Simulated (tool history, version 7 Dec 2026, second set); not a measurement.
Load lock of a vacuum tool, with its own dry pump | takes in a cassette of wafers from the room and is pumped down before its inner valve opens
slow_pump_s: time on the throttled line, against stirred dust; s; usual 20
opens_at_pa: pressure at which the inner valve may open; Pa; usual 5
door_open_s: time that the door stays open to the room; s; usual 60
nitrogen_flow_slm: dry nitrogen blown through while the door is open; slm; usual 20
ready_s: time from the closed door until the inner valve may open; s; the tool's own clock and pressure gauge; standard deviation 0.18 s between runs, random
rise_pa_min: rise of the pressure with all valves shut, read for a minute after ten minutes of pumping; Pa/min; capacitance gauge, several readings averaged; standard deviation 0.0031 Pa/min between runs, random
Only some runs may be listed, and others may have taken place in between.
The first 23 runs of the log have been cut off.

run	hour	slow_pump_s	opens_at_pa	door_open_s	nitrogen_flow_slm	incoming humidity of the room's air, %	ready_s	rise_pa_min
24	12785.3	12	6	222	17	46.5	22	0.197
25	13233.6	20	5	60	20	44.3	29.5	0.084
26	13682.2	20	5	60	20	45.6	29.4	0.088
27	14338.3	20	5	60	4	47.8	29.2	0.125
# hour 14375.5: dry pump taken out, an overhauled one fitted
28	14761.1	20	5	60	4	45.9	29	0.121
29	15426	20	5	60	4	44.7	29.3	0.111
30	15932.4	11	5	51	20	43.3	21.4	0.076
31	16369.4	11	5	51	20	44.4	21.7	0.078

Each row is a separate what-if for the run after 31, all from the same tool condition, not one after another. Results?
A	17072.5	20	5	80	20	44.1	?	?
B	17072.5	11	7	51	20	45.9	?	?
C	17072.5	16	5	27	20	45.6	?	?

run	ready_s	rise_pa_min
A	29.3	0.097
B	21.1	0.08
C	25.7	0.058
With the hidden condition removed and each run's random variation left untouched, the same runs would have given:
run	ready_s	rise_pa_min
A	29.3	0.097
B	21.1	0.079
C	25.7	0.058

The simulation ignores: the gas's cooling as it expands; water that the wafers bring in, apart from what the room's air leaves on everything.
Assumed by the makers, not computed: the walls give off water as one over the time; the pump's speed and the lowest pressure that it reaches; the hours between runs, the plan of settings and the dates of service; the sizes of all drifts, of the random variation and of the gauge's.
